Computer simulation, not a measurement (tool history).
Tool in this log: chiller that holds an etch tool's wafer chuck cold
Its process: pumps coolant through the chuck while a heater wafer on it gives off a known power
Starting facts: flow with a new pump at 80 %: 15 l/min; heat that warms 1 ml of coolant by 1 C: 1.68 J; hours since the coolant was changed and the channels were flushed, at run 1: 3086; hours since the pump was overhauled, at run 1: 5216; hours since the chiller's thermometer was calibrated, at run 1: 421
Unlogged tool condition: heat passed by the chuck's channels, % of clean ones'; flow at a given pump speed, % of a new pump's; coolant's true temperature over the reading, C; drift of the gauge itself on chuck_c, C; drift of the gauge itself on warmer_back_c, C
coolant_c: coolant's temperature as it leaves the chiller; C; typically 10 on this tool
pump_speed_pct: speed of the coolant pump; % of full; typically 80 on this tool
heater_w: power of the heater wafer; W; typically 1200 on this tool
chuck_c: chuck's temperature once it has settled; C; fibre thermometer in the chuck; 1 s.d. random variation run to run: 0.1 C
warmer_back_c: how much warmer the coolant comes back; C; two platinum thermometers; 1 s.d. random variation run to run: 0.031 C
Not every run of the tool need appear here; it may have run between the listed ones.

run    hour  coolant_c  pump_speed_pct  heater_w  hours since the coolant was changed and the channels were flushed  hours since the pump was overhauled  hours since the chiller's thermometer was calibrated  chuck_c  warmer_back_c
  1       0         10              80      1200                                                               3086                                 5216                                                   421     19.4           2.76
  2   141.8         10              80      1200                                                               3228                                 5358                                                   563     19.8           2.85
  3   262.6         10              80      1200                                                               3349                                 5479                                                   683     19.8           2.82
  4   398.2         10              80      1200                                                               3485                                 5614                                                   819     19.7           2.86
  5   548.9         10              80      1200                                                               3635                                 5765                                                   970     19.7           2.78
  6     637         10              80      1200                                                               3723                                 5853                                                  1058     19.6           2.83
  7   768.5         10              80      1200                                                               3855                                 5985                                                  1189     19.6           2.82
  8   912.9         10              80      1200                                                               3999                                 6129                                                  1334     19.6           2.77
  9  1055.4          6              80      1200                                                               4142                                 6272                                                  1476     15.6           2.77
 10  1130.7         10              80      1302                                                               4217                                 6347                                                  1551     20.4           3.06
 11  1291.5         10              81       696                                                               4378                                 6508                                                  1712     15.8           1.53
 12  1372.1          8              70       696                                                               4459                                 6588                                                  1793     14.2           1.81
     1392.8  -- coolant changed, channels flushed
 13  1532.9         14              61       967                                                                140                                 6743                                                  1948     23.6           2.94
     1599.6  -- coolant pump overhauled
 14  1646.9         10              76      1200                                                                249                                   47                                                  2057     20.1           2.89
 15  1758.6          6              67      1200                                                                361                                  159                                                  2168     16.9           3.33
     1808.8  -- gauge calibrated
 16  1843.4          6              96      1592                                                                446                                  244                                                  2253     17.4           3.05
 17  2000.9          6              96      1592                                                                603                                  401                                                  2411     17.3           3.04
 18  2139.5         10              80       812                                                                742                                  540                                                  2549     16.4           1.92
 19  2283.5         10              80       812                                                                886                                  684                                                  2693     16.5           1.87
 20  2378.3         14              86       812                                                                981                                  779                                                  2788       20           1.67

How the hidden state differs across the entries between the runs, from the last listed run before each to the first after it:
Run 12 -> run 13: coolant changed, channels flushed (hour 1392.8)
  heat passed by the chuck's channels, % of clean ones': 99.9 -> 100; coolant's true temperature over the reading, C: 0 -> 0.01; drift of the gauge itself on warmer_back_c, C: -0.13 -> -0.15
  what was measured, less what the result would be without the hidden state, warmer_back_c: -0.13 -> -0.14 C
Run 13 -> run 14: coolant pump overhauled (hour 1599.6)
  flow at a given pump speed, % of a new pump's: 99.8 -> 100; drift of the gauge itself on warmer_back_c, C: -0.15 -> -0.16
  what was measured, less what the result would be without the hidden state, warmer_back_c: -0.14 -> -0.15 C
Run 15 -> run 16: gauge calibrated (hour 1808.8)
  drift of the gauge itself on warmer_back_c, C: -0.17 -> 0
  what was measured, less what the result would be without the hidden state, warmer_back_c: -0.17 -> -0.01 C

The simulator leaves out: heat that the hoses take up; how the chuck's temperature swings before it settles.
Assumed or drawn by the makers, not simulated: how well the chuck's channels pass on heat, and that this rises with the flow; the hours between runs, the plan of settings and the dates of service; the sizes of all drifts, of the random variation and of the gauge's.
